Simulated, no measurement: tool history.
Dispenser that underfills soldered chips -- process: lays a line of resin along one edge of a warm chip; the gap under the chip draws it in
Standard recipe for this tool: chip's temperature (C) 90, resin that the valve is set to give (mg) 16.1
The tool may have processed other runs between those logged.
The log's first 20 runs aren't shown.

run   hour  chip's temperature (C)  resin that the valve is set to give (mg)  time until the resin shows at the far edge (s)  resin that the valve gave (mg)
 21  140.4                     101                                      20.5                                           110.2                           20.36
     143.5  -- new syringe of resin
 22    150                      86                                      14.4                                           151.1                           14.37
 23  157.6                      97                                      19.8                                           139.5                            19.5
       159  -- new syringe of resin
 24  166.9                      86                                      20.8                                           154.8                           20.41
 25  173.2                     103                                      15.5                                           115.7                           15.19
     174.5  -- new syringe of resin
 26  179.4                     103                                      15.5                                            69.2                            15.1
 27    185                     103                                      15.5                                            93.8                           15.01
     190.1  -- new syringe of resin
 28    193                     103                                      15.5                                            62.4                           15.01
 29  197.6                     103                                      15.5                                            79.5                           15.05
       205  -- dispensing valve cleaned and set on the balance
     206.7  -- new syringe of resin
 30  208.7                      80                                      19.1                                           140.7                           19.06
 31  215.3                      79                                      16.1                                           213.9                              16
 32  220.5                      90                                      19.8                                           176.1                           19.72
     222.2  -- new syringe of resin
 33  227.3                      93                                        16                                           100.9                           15.84
     237.6  -- new syringe of resin
 34  237.6                      84                                      15.3                                             111                           15.01
 35  245.4                      88                                      17.8                                           139.2                           17.47

Branching from run 35: 3 alternative next runs. What would each branch give?
  A  250.3                      90                                      19.9                                               ?                               ?
  B  250.3                      89                                      19.4                                               ?                               ?
  C  250.3                      75                                      17.8                                               ?                               ?

run  time until the resin shows at the far edge (s)  resin that the valve gave (mg)
  A                                           163.9                           19.46
  B                                           176.7                           19.04
  C                                           324.2                           17.35
What these runs would have given with no unlogged condition in the tool:
run  time until the resin shows at the far edge (s)  resin that the valve gave (mg)
  A                                            88.5                           19.89
  B                                            95.5                           19.45
  C                                           176.2                           17.73

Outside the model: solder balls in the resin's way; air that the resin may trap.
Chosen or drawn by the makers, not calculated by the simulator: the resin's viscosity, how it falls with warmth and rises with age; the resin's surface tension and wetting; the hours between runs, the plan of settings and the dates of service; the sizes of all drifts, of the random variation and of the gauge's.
